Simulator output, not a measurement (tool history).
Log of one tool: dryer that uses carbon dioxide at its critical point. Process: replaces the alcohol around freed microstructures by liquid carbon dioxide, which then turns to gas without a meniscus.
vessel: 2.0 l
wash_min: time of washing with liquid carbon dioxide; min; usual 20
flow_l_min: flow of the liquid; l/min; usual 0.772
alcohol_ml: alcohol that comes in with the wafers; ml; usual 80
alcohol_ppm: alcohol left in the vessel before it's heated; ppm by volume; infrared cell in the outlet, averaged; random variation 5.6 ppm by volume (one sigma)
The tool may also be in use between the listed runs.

run,hour,wash_min,flow_l_min,alcohol_ml,alcohol_ppm
1,0.0,20,0.772,80,282
2,18.0,20,0.772,80,280
3,28.6,20,0.772,80,279
# hour 40.3: inlet filter changed
4,41.4,20,0.772,80,185
5,53.8,20,0.772,80,174
6,69.1,20,0.772,80,183
7,86.0,20,0.772,80,187
8,98.0,20,0.967,80,51
9,117.1,23,0.772,80,86
10,134.9,15,0.586,80,1908
11,150.3,15,1.076,96,183
12,159.3,23,1.076,98,23
13,174.3,16,1.076,98,132
14,188.6,20,0.736,105,356
15,209.3,20,0.772,26,87
16,226.9,28,1.206,80,29
17,242.6,28,1.206,80,22

Measured less the same run without the tool's hidden state. The same run-to-run variation is in both; the gauge's scatter may not be:
The hidden state here: flow that reaches the vessel past the clogged filter, %; alcohol in the recycled carbon dioxide, ppm; drift of the gauge itself on alcohol_ppm, %.
run,alcohol_ppm
1,+109
2,+114
3,+114
4,+7
5,+9
6,+12
7,+15
8,+11
9,+16
10,+90
11,+27
12,+14
13,+27
14,+49
15,+23
16,+17
17,+18
